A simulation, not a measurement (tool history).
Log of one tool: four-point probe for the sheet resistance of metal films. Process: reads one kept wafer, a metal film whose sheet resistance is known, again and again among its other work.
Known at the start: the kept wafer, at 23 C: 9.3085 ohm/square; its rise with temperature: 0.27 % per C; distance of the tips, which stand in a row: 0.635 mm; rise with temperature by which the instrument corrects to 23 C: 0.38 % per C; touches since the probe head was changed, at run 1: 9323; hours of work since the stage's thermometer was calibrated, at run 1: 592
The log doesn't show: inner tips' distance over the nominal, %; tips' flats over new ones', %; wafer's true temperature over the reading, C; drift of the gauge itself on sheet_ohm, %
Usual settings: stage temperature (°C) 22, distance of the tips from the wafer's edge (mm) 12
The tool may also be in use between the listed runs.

| run | hour | stage temperature (°C) | distance of the tips from the wafer's edge (mm) | touches since the probe head was changed | hours of work since the stage's thermometer was calibrated | sheet resistance as the instrument gives it (ohm/square) |
|---|---|---|---|---|---|---|
| 1 | 0.0 | 22 | 12 | 9323 | 592 | 9.301909 |
| 2 | 16.6 | 22 | 12 | 9538 | 601 | 9.306231 |
| 3 | 44.2 | 22 | 12 | 9898 | 617 | 9.303441 |
| 4 | 73.9 | 22 | 12 | 10284 | 634 | 9.306272 |
| 5 | 94.5 | 22 | 12 | 10552 | 646 | 9.306518 |
| 6 | 114.5 | 26 | 12 | 10812 | 657 | 9.259906 |
| 7 | 127.0 | 22 | 12 | 10974 | 665 | 9.308794 |
| 8 | 152.6 | 22 | 12 | 11307 | 679 | 9.302172 |
| 9 | 179.8 | 22 | 12 | 11660 | 695 | 9.305683 |
| 10 | 200.5 | 33 | 5 | 11931 | 707 | 9.258068 |
| 11 | 223.5 | 25 | 13 | 12229 | 720 | 9.270607 |
| 12 | 237.7 | 28 | 12 | 12413 | 728 | 9.244906 |
| 13 | 257.5 | 28 | 12 | 12672 | 739 | 9.242268 |
| 14 | 279.9 | 24 | 9 | 12963 | 752 | 9.295707 |

The next listed run, before its measurement:
| 15 | 308.9 | 22 | 21 | 13340 | 769 | ? |

sheet resistance as the instrument gives it (ohm/square): 9.300791
Without the tool's hidden state the same run would have given sheet resistance as the instrument gives it (ohm/square) 9.326976.

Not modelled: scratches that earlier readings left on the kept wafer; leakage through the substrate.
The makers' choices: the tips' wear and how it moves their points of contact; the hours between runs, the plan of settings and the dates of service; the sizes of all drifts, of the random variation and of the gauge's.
